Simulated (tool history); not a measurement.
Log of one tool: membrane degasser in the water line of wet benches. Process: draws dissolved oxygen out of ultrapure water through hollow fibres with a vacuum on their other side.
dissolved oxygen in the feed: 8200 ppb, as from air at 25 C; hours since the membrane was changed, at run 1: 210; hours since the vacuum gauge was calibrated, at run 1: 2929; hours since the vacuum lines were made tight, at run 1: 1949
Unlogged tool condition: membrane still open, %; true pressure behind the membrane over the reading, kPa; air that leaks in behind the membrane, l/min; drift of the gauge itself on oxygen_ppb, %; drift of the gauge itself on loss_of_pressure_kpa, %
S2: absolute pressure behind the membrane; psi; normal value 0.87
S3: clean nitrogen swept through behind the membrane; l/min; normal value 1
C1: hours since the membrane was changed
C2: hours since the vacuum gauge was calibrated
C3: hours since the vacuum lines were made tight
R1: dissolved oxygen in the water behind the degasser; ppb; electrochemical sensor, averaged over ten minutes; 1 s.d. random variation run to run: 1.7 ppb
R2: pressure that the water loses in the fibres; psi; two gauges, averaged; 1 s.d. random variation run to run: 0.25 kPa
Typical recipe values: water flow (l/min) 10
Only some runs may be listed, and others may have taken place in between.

Run 1, hour 0: usual settings; C1 210; C2 2929; C3 1949. Result: R1 167.7 ppb, R2 9.791 psi.
Run 2, hour 23.2: usual settings; C1 233; C2 2953; C3 1972. Result: R1 168.5 ppb, R2 9.863 psi.
Run 3, hour 61.2: usual settings but water flow (l/min) 15; C1 271; C2 2991; C3 2010. Result: R1 414.5 ppb, R2 14.704 psi.
Run 4, hour 86.1: usual settings but water flow (l/min) 15; C1 296; C2 3015; C3 2035. Result: R1 409.2 ppb, R2 14.852 psi.
Run 5, hour 127.4: usual settings but water flow (l/min) 15; C1 338; C2 3057; C3 2077. Result: R1 404.9 ppb, R2 14.76 psi.
Run 6, hour 164.3: usual settings but water flow (l/min) 15; C1 375; C2 3094; C3 2114. Result: R1 410.6 ppb, R2 14.752 psi.
Run 7, hour 199.7: usual settings but water flow (l/min) 15; C1 410; C2 3129; C3 2149. Result: R1 416.1 ppb, R2 14.843 psi.
Run 8, hour 232.8: usual settings; C1 443; C2 3162; C3 2182. Result: R1 166.9 ppb, R2 9.886 psi.
Run 9, hour 279: usual settings; C1 489; C2 3208; C3 2228. Result: R1 171.8 ppb, R2 9.915 psi.
Run 10, hour 307.7: usual settings; C1 518; C2 3237; C3 2257. Result: R1 169.5 ppb, R2 9.935 psi.
Run 11, hour 343.9: usual settings; C1 554; C2 3273; C3 2293. Result: R1 171.6 ppb, R2 9.831 psi.
Run 12, hour 382.4: usual settings but S3 1.18 l/min; C1 593; C2 3312; C3 2332. Result: R1 160.9 ppb, R2 9.892 psi.
Run 13, hour 419.2: usual settings but S3 1.18 l/min; C1 629; C2 3349; C3 2368. Result: R1 162.9 ppb, R2 9.855 psi.
Run 14, hour 445.4: usual settings but S3 1.18 l/min; C1 656; C2 3375; C3 2395. Result: R1 160.5 ppb, R2 9.887 psi.
Run 15, hour 493.1: usual settings but S3 1.18 l/min; C1 703; C2 3422; C3 2442. Result: R1 158.4 ppb, R2 9.89 psi.
Run 16, hour 518: usual settings but S3 1.18 l/min; C1 728; C2 3447; C3 2467. Result: R1 162.5 ppb, R2 9.839 psi.
Run 17, hour 557.6: usual settings but S3 1.18 l/min; C1 768; C2 3487; C3 2507. Result: R1 160.6 ppb, R2 9.848 psi.
Run 18, hour 603.1: usual settings but water flow (l/min) 7, S2 1.495 psi, S3 2.99 l/min; C1 813; C2 3532; C3 2552. Result: R1 68.6 ppb, R2 6.917 psi.
Run 19, hour 642.7: usual settings but water flow (l/min) 7, S2 1.495 psi, S3 2.99 l/min; C1 853; C2 3572; C3 2592. Result: R1 68.1 ppb, R2 6.891 psi.
Run 20, hour 669.8: usual settings but water flow (l/min) 7, S2 1.495 psi, S3 1.22 l/min; C1 880; C2 3599; C3 2619. Result: R1 129 ppb, R2 6.914 psi.
Run 21, hour 703.8: usual settings but water flow (l/min) 7, S2 1.942 psi; C1 914; C2 3633; C3 2653. Result: R1 204.9 ppb, R2 6.927 psi.
Run 22, hour 747.2: usual settings but water flow (l/min) 9; C1 957; C2 3677; C3 2696. Result: R1 133.8 ppb, R2 8.95 psi.
Run 23, hour 792.2: usual settings but S2 1.49 psi, S3 1.25 l/min; C1 1002; C2 3722; C3 2741. Result: R1 237.1 ppb, R2 9.905 psi.
Run 24, hour 815.5: usual settings but water flow (l/min) 11, S2 0.796 psi, S3 1.14 l/min; C1 1026; C2 3745; C3 2765. Result: R1 194.1 ppb, R2 10.824 psi.
Run 25, hour 844.3: usual settings but water flow (l/min) 11, S2 0.669 psi; C1 1054; C2 3774; C3 2793. Result: R1 176.6 ppb, R2 10.871 psi.
Run 26, hour 873.7: usual settings but S3 1.02 l/min; C1 1084; C2 3803; C3 2823. Result: R1 171.3 ppb, R2 9.955 psi.
Run 27, hour 902.2: usual settings but water flow (l/min) 6; C1 1112; C2 3831; C3 2851. Result: R1 58.4 ppb, R2 5.939 psi.
Run 28, hour 936.3: usual settings but water flow (l/min) 6; C1 1147; C2 3866; C3 2886. Result: R1 59.1 ppb, R2 5.942 psi.
Run 29, hour 963.2: usual settings but water flow (l/min) 6, S2 1.005 psi, S3 2.49 l/min; C1 1173; C2 3893; C3 2912. Result: R1 38.4 ppb, R2 5.976 psi.
Run 30, hour 1009.8: usual settings but S2 1.194 psi, S3 1.28 l/min; C1 1220; C2 3939; C3 2959. Result: R1 199.4 ppb, R2 9.873 psi.
Run 31, hour 1031.8: usual settings but S2 1.194 psi, S3 1.28 l/min; C1 1242; C2 3961; C3 2981. Result: R1 200.3 ppb, R2 9.909 psi.
Run 32, hour 1080.4: usual settings but S2 1.194 psi, S3 1.28 l/min; C1 1291; C2 4010; C3 3030. Result: R1 202.1 ppb, R2 9.922 psi.

Same runs, no hidden state in the tool, same run-to-run variation:
run     R1      R2
  1  161.5   9.778
  2  162.1   9.847
  3  404.9  14.678
  4  399.5  14.824
  5    395   14.73
  6  400.3  14.718
  7  405.4  14.807
  8  159.8    9.86
  9  164.3   9.887
 10    162   9.905
 11  163.9   9.799
 12  153.9   9.858
 13  155.7   9.821
 14  153.3    9.85
 15  151.1    9.85
 16  154.9   9.799
 17    153   9.805
 18   65.9   6.885
 19   65.4   6.857
 20  123.4   6.879
 21  197.7   6.891
 22  125.7   8.902
 23  228.5   9.848
 24  184.1  10.762
 25  165.9  10.807
 26  161.5   9.894
 27   52.9   5.903
 28   53.6   5.904
 29   35.6   5.936
 30  190.2   9.805
 31    191   9.839
 32  192.5   9.851
